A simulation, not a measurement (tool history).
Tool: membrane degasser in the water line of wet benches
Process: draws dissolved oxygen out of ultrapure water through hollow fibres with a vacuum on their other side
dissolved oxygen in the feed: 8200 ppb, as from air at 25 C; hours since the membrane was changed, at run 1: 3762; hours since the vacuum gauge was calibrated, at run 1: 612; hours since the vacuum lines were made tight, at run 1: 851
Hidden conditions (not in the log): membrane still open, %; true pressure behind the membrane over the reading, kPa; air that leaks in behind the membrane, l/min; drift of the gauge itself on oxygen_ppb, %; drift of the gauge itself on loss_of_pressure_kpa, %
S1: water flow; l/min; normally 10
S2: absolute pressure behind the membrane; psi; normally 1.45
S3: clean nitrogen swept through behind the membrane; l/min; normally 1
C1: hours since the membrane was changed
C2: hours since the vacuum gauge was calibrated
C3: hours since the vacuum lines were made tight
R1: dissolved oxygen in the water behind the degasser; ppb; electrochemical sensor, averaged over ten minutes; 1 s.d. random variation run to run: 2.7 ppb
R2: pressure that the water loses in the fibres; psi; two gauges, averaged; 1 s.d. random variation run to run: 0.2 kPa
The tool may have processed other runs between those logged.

run,hour,S1,S2,S3,C1,C2,C3,R1,R2
1,0,10,1.45,1,3762,612,851,284.7,6.936
2,64.1,10,1.45,1,3827,676,915,283.4,6.959
3,163.7,10,1.45,1,3926,775,1015,286,6.946
4,291.8,10,1.45,1,4054,903,1143,290,6.971
5,362.2,10,1.45,1,4125,974,1213,294.5,6.947
6,440.5,10,1.45,1,4203,1052,1292,290.8,6.985
7,554.1,10,1.73,1,4316,1166,1405,336.1,6.985
8,659.9,10,1.73,1,4422,1271,1511,334.9,6.965
9,759.4,10,1.73,1,4522,1371,1610,335.6,7.039
10,830.1,10,1.45,1,4593,1442,1681,294.7,6.988
11,900.3,10,1.45,1,4663,1512,1751,291.2,6.956
12,1003.4,10,1.45,1,4766,1615,1854,294.2,6.972
13,1130.2,10,1.45,1,4893,1742,1981,296.1,6.992
14,1228,10,1.45,1,4990,1840,2079,290.5,6.979
15,1281.9,10,1.45,2.48,5044,1893,2133,209.1,7.05
16,1384.8,10,1.45,2.48,5147,1996,2236,206.9,7
17,1480.5,10,1.45,1.61,5243,2092,2331,244.4,7.024
18,1581,6,2.77,2.68,5343,2193,2432,118.4,4.225
19,1644.2,6,2.77,2.68,5407,2256,2495,118.9,4.223
20,1742.5,6,2.77,2.68,5505,2354,2593,119.2,4.253
21,1852.4,7,2.38,1,5615,2464,2703,279.4,4.944
22,1907.7,10,2.57,0.86,5670,2519,2759,523.4,7.044
23,1976.9,10,2.57,0.86,5739,2588,2828,521.3,7.015
24,2081.3,10,2.57,0.86,5844,2693,2932,518,7.092
25,2180.1,12,1.45,1.96,5943,2792,3031,320.3,8.491
26,2268.6,12,0.94,0.48,6031,2880,3120,405.9,8.493
27,2381.8,7,2.81,1.79,6144,2993,3233,208.3,4.901
28,2495.8,11,1.17,1.19,6258,3107,3347,285.2,7.764
29,2613.1,14,1.81,1.33,6375,3225,3464,544.5,9.899
30,2681.7,14,0.91,1.33,6444,3293,3533,399.3,9.896
31,2812.3,14,0.91,1.33,6575,3424,3663,401.3,9.854
32,2941.4,8,3.47,2.64,6704,3553,3792,236.5,5.685

Had the tool no unlogged condition, and each run kept its random variation, what would the results have been?
run,R1,R2
1,269.7,6.743
2,268.1,6.762
3,269.9,6.744
4,272.8,6.76
5,276.7,6.734
6,272.7,6.767
7,316.8,6.76
8,314.9,6.734
9,315.1,6.804
10,273.8,6.749
11,270.1,6.714
12,272.2,6.724
13,273.2,6.737
14,267.4,6.718
15,186.5,6.785
16,184.1,6.728
17,220,6.75
18,109.1,4.055
19,109.3,4.054
20,109.5,4.077
21,261.5,4.735
22,492.1,6.744
23,489.5,6.712
24,485.7,6.781
25,282.8,8.112
26,361.7,8.109
27,190.8,4.672
28,249.4,7.398
29,490.2,9.425
30,345.2,9.416
31,345.8,9.364
32,212.8,5.398

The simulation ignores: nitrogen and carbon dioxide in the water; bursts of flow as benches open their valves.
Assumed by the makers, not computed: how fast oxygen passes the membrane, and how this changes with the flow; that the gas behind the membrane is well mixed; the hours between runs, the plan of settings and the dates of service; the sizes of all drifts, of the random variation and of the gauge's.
